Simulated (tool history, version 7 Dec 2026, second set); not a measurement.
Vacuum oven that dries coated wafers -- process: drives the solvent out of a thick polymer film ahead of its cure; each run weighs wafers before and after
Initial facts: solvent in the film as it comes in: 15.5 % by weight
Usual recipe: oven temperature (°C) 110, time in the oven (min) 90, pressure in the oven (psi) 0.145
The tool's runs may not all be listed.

Run 1, hour 0.0: usual settings. Result: solvent left in the film (%) 1.38.
Run 2, hour 116.3: usual settings. Result: solvent left in the film (%) 1.38.
Run 3, hour 173.5: usual settings. Result: solvent left in the film (%) 1.39.
Run 4, hour 273.5: usual settings. Result: solvent left in the film (%) 1.37.
Run 5, hour 352.3: usual settings. Result: solvent left in the film (%) 1.36.
Run 6, hour 417.0: usual settings. Result: solvent left in the film (%) 1.42.
Run 7, hour 496.8: usual settings. Result: solvent left in the film (%) 1.38.
Run 8, hour 606.7: usual settings but oven temperature (°C) 111. Result: solvent left in the film (%) 1.31.
Run 9, hour 670.7: usual settings but oven temperature (°C) 111. Result: solvent left in the film (%) 1.31.
At hour 789.3: vacuum gauge cleaned of residue and calibrated.
Run 10, hour 801.0: usual settings but oven temperature (°C) 111. Result: solvent left in the film (%) 0.82.
Run 11, hour 880.8: usual settings but oven temperature (°C) 111. Result: solvent left in the film (%) 0.85.
Run 12, hour 966.2: usual settings but pressure in the oven (psi) 0.117. Result: solvent left in the film (%) 0.78.
Run 13, hour 1070.0: usual settings but oven temperature (°C) 106, time in the oven (min) 79. Result: solvent left in the film (%) 1.41.

For run 14, what comes out?
Run 14, hour 1143.0: usual settings but oven temperature (°C) 113, time in the oven (min) 79, pressure in the oven (psi) 0.073. Result: solvent left in the film (%) ?.

{"run 14": {"solvent left in the film (%)": 0.63}}
With no hidden state in the tool, this same run would have given solvent left in the film (%) 0.72.
